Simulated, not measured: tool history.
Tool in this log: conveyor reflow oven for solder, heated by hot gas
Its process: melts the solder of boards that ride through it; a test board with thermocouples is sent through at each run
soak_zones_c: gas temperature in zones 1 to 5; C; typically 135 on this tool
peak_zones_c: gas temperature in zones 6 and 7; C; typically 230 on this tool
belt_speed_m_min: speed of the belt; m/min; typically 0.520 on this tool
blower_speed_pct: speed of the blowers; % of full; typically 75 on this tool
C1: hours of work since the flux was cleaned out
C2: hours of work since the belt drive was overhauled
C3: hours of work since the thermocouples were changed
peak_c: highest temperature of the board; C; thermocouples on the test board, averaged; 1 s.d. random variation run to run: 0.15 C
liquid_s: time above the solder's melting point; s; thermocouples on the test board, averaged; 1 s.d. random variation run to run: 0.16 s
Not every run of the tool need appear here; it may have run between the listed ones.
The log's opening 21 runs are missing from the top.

{"run": 22, "hour": 619.5, "soak_zones_c": 135, "peak_zones_c": 234, "belt_speed_m_min": 0.52, "blower_speed_pct": 75, "C1": 120, "C2": 906, "C3": 847, "peak_c": 218.2, "liquid_s": 60.6}
{"run": 23, "hour": 649.5, "soak_zones_c": 135, "peak_zones_c": 228, "belt_speed_m_min": 0.52, "blower_speed_pct": 78, "C1": 135, "C2": 921, "C3": 862, "peak_c": 214.0, "liquid_s": 57.3}
{"run": 24, "hour": 668.1, "soak_zones_c": 137, "peak_zones_c": 225, "belt_speed_m_min": 0.52, "blower_speed_pct": 75, "C1": 144, "C2": 930, "C3": 871, "peak_c": 211.2, "liquid_s": 55.1}
{"run": 25, "hour": 687.9, "soak_zones_c": 137, "peak_zones_c": 225, "belt_speed_m_min": 0.52, "blower_speed_pct": 75, "C1": 154, "C2": 940, "C3": 880, "peak_c": 210.7, "liquid_s": 55.0}
{"run": 26, "hour": 710.1, "soak_zones_c": 142, "peak_zones_c": 230, "belt_speed_m_min": 0.52, "blower_speed_pct": 63, "C1": 165, "C2": 951, "C3": 891, "peak_c": 212.3, "liquid_s": 57.6}
{"run": 27, "hour": 733.9, "soak_zones_c": 135, "peak_zones_c": 230, "belt_speed_m_min": 0.449, "blower_speed_pct": 70, "C1": 176, "C2": 962, "C3": 903, "peak_c": 217.9, "liquid_s": 70.7}
{"run": 28, "hour": 766.0, "soak_zones_c": 125, "peak_zones_c": 230, "belt_speed_m_min": 0.449, "blower_speed_pct": 87, "C1": 192, "C2": 978, "C3": 919, "peak_c": 220.1, "liquid_s": 70.5}
{"run": 29, "hour": 804.7, "soak_zones_c": 135, "peak_zones_c": 226, "belt_speed_m_min": 0.52, "blower_speed_pct": 63, "C1": 211, "C2": 997, "C3": 937, "peak_c": 208.0, "liquid_s": 49.6}
{"run": 30, "hour": 831.5, "soak_zones_c": 135, "peak_zones_c": 226, "belt_speed_m_min": 0.52, "blower_speed_pct": 63, "C1": 224, "C2": 1010, "C3": 950, "peak_c": 207.4, "liquid_s": 49.5}
{"run": 31, "hour": 866.0, "soak_zones_c": 149, "peak_zones_c": 234, "belt_speed_m_min": 0.486, "blower_speed_pct": 60, "C1": 241, "C2": 1027, "C3": 967, "peak_c": 218.1, "liquid_s": 70.8}
{"run": 32, "hour": 896.4, "soak_zones_c": 133, "peak_zones_c": 220, "belt_speed_m_min": 0.513, "blower_speed_pct": 70, "C1": 255, "C2": 1041, "C3": 982, "peak_c": 204.7, "liquid_s": 47.2}

What if the next run were any one of these 3? Each begins from the tool's condition after run 32:
{"run": "A", "hour": 936.5, "soak_zones_c": 135, "peak_zones_c": 223, "belt_speed_m_min": 0.585, "blower_speed_pct": 75, "C1": 275, "C2": 1061, "C3": 1002, "peak_c": "?", "liquid_s": "?"}
{"run": "B", "hour": 936.5, "soak_zones_c": 129, "peak_zones_c": 220, "belt_speed_m_min": 0.426, "blower_speed_pct": 70, "C1": 275, "C2": 1061, "C3": 1002, "peak_c": "?", "liquid_s": "?"}
{"run": "C", "hour": 936.5, "soak_zones_c": 122, "peak_zones_c": 219, "belt_speed_m_min": 0.513, "blower_speed_pct": 57, "C1": 275, "C2": 1061, "C3": 1002, "peak_c": "?", "liquid_s": "?"}

run=A peak_c=204.7 liquid_s=40.9
run=B peak_c=209.2 liquid_s=63.7
run=C peak_c=196.8 liquid_s=31.2
With the hidden condition removed and each run's random variation left untouched, the same runs would have given:
run=A peak_c=204.6 liquid_s=40.6
run=B peak_c=208.6 liquid_s=62.8
run=C peak_c=196.5 liquid_s=30.6

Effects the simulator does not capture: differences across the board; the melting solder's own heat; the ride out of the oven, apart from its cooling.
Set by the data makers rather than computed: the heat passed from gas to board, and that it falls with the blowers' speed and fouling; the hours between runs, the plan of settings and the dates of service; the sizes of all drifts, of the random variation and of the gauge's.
